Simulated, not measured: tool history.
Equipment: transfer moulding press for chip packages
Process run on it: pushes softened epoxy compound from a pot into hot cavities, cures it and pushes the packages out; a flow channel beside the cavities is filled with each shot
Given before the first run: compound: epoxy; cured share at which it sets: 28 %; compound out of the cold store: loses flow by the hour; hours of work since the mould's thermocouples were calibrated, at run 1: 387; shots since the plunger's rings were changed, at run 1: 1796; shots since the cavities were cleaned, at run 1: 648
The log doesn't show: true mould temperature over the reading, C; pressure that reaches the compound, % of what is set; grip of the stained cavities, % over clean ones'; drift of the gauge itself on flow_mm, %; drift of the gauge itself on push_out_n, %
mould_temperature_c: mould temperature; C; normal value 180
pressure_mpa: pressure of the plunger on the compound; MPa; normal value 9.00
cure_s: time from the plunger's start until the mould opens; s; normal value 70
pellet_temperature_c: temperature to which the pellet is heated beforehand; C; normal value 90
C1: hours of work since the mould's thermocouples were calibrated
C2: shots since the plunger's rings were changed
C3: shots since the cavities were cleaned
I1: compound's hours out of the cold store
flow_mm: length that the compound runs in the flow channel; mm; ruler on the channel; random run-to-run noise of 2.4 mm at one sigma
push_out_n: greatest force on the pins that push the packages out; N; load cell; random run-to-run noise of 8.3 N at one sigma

Run 1, hour 0.0: usual settings; C1 387; C2 1796; C3 648; I1 47.9. Result: flow_mm 765 mm, push_out_n 683 N.
At hour 8.5: cavities cleaned with cleaning compound and waxed.
Run 2, hour 14.3: usual settings; C1 395; C2 2014; C3 98; I1 11.4. Result: flow_mm 952 mm, push_out_n 455 N.
Run 3, hour 40.6: usual settings; C1 413; C2 2464; C3 548; I1 34.3. Result: flow_mm 819 mm, push_out_n 634 N.
At hour 56.4: cavities cleaned with cleaning compound and waxed.
Run 4, hour 58.1: usual settings; C1 424; C2 2738; C3 30; I1 27.4. Result: flow_mm 856 mm, push_out_n 387 N.
At hour 63.7: plunger's sealing rings changed.
Run 5, hour 85.8: usual settings but pressure_mpa 8.58 MPa; C1 440; C2 378; C3 460; I1 37.6. Result: flow_mm 809 mm, push_out_n 621 N.
Run 6, hour 98.8: usual settings but pressure_mpa 8.58 MPa; C1 449; C2 599; C3 681; I1 26.2. Result: flow_mm 857 mm, push_out_n 652 N.
At hour 106.4: cavities cleaned with cleaning compound and waxed.
Run 7, hour 120.2: usual settings but pressure_mpa 8.58 MPa; C1 462; C2 940; C3 236; I1 21.7. Result: flow_mm 880 mm, push_out_n 527 N.
Run 8, hour 142.8: usual settings but pressure_mpa 8.58 MPa; C1 478; C2 1326; C3 622; I1 19.4. Result: flow_mm 891 mm, push_out_n 665 N.
At hour 153.1: cavities cleaned with cleaning compound and waxed.
Run 9, hour 161.8: usual settings but pressure_mpa 8.58 MPa; C1 489; C2 1625; C3 149; I1 34.0. Result: flow_mm 807 mm, push_out_n 485 N.
Run 10, hour 185.5: usual settings but pressure_mpa 8.58 MPa; C1 505; C2 2029; C3 553; I1 40.1. Result: flow_mm 773 mm, push_out_n 642 N.
At hour 201.3: cavities cleaned with cleaning compound and waxed.
Run 11, hour 208.9: usual settings but cure_s 80 s; C1 520; C2 2404; C3 130; I1 8.7. Result: flow_mm 959 mm, push_out_n 420 N.
Run 12, hour 220.5: usual settings but cure_s 80 s; C1 527; C2 2601; C3 327; I1 43.7. Result: flow_mm 773 mm, push_out_n 500 N.
At hour 233.0: plunger's sealing rings changed.
Run 13, hour 238.2: usual settings but pressure_mpa 6.96 MPa; C1 538; C2 87; C3 587; I1 41.4. Result: flow_mm 711 mm, push_out_n 614 N.
At hour 250.2: cavities cleaned with cleaning compound and waxed.
Run 14, hour 261.6: usual settings but pressure_mpa 6.96 MPa; C1 552; C2 462; C3 196; I1 34.6. Result: flow_mm 739 mm, push_out_n 492 N.
Run 15, hour 279.7: usual settings but mould_temperature_c 182 C, pressure_mpa 9.36 MPa; C1 564; C2 770; C3 504; I1 10.6. Result: flow_mm 980 mm, push_out_n 610 N.
At hour 297.5: cavities cleaned with cleaning compound and waxed.
Run 16, hour 299.9: usual settings but mould_temperature_c 182 C, pressure_mpa 9.36 MPa; C1 577; C2 1091; C3 42; I1 43.2. Result: flow_mm 804 mm, push_out_n 357 N.
Run 17, hour 325.7: usual settings but cure_s 98 s, pellet_temperature_c 82 C; C1 594; C2 1531; C3 482; I1 39.2. Result: flow_mm 806 mm, push_out_n 513 N.
At hour 345.2: cavities cleaned with cleaning compound and waxed.
Run 18, hour 351.9: usual settings but pressure_mpa 6.92 MPa, cure_s 98 s, pellet_temperature_c 82 C; C1 611; C2 1953; C3 115; I1 25.3. Result: flow_mm 765 mm, push_out_n 401 N.
Run 19, hour 366.7: usual settings but pressure_mpa 8.30 MPa, cure_s 88 s, pellet_temperature_c 81 C; C1 621; C2 2206; C3 368; I1 35.3. Result: flow_mm 787 mm, push_out_n 512 N.
Run 20, hour 380.2: usual settings but mould_temperature_c 183 C, pressure_mpa 6.95 MPa, cure_s 89 s; C1 630; C2 2437; C3 599; I1 19.5. Result: flow_mm 784 mm, push_out_n 538 N.
At hour 392.3: cavities cleaned with cleaning compound and waxed.
At hour 404.3: plunger's sealing rings changed.
Run 21, hour 407.5: usual settings but mould_temperature_c 183 C, pressure_mpa 6.95 MPa, cure_s 89 s; C1 645; C2 55; C3 217; I1 30.4. Result: flow_mm 752 mm, push_out_n 425 N.
Run 22, hour 429.3: usual settings but mould_temperature_c 183 C, pressure_mpa 6.95 MPa, cure_s 89 s, pellet_temperature_c 84 C; C1 660; C2 428; C3 590; I1 19.7. Result: flow_mm 796 mm, push_out_n 561 N.
At hour 441.3: cavities cleaned with cleaning compound and waxed.
Run 23, hour 441.8: usual settings but mould_temperature_c 182 C, pressure_mpa 8.56 MPa, pellet_temperature_c 84 C; C1 667; C2 614; C3 7; I1 42.5. Result: flow_mm 773 mm, push_out_n 335 N.
Run 24, hour 463.8: usual settings but mould_temperature_c 182 C, pressure_mpa 7.21 MPa, cure_s 92 s, pellet_temperature_c 91 C; C1 682; C2 991; C3 384; I1 39.1. Result: flow_mm 717 mm, push_out_n 473 N.
At hour 472.1: mould's thermocouples calibrated.
Run 25, hour 480.9: usual settings but mould_temperature_c 182 C, pressure_mpa 7.21 MPa, cure_s 92 s, pellet_temperature_c 91 C; C1 6; C2 1249; C3 642; I1 15.0. Result: flow_mm 829 mm, push_out_n 558 N.
At hour 490.7: cavities cleaned with cleaning compound and waxed.
Run 26, hour 506.4: usual settings but mould_temperature_c 182 C, cure_s 59 s; C1 22; C2 1659; C3 268; I1 39.7. Result: flow_mm 799 mm, push_out_n 657 N.
Run 27, hour 520.7: usual settings but mould_temperature_c 178 C, cure_s 57 s; C1 32; C2 1904; C3 513; I1 44.3. Result: flow_mm 782 mm, push_out_n 1078 N.
At hour 538.0: cavities cleaned with cleaning compound and waxed.
Run 28, hour 541.1: usual settings but mould_temperature_c 182 C, pressure_mpa 9.61 MPa, cure_s 57 s; C1 44; C2 2225; C3 52; I1 14.0. Result: flow_mm 954 mm, push_out_n 574 N.

Forecast each of these 4 alternatives for the next run:
Run A, hour 566.0: usual settings but cure_s 63 s, pellet_temperature_c 98 C; C1 61; C2 2652; C3 479; I1 10.1. Result: flow_mm ?, push_out_n ?.
Run B, hour 566.0: usual settings but pressure_mpa 6.94 MPa, cure_s 83 s, pellet_temperature_c 89 C; C1 61; C2 2652; C3 479; I1 47.0. Result: flow_mm ?, push_out_n ?.
Run C, hour 566.0: usual settings but mould_temperature_c 182 C, pressure_mpa 9.61 MPa, cure_s 57 s; C1 61; C2 2652; C3 479; I1 8.1. Result: flow_mm ?, push_out_n ?.
Run D, hour 566.0: usual settings but cure_s 72 s, pellet_temperature_c 81 C; C1 61; C2 2652; C3 479; I1 38.9. Result: flow_mm ?, push_out_n ?.

run  flow_mm  push_out_n
  A      937         827
  B      669         548
  C      983         880
  D      801         617
Had the tool no hidden state, the same runs would have come out as:
run  flow_mm  push_out_n
  A      970         473
  B      693         323
  C     1019         504
  D      830         358
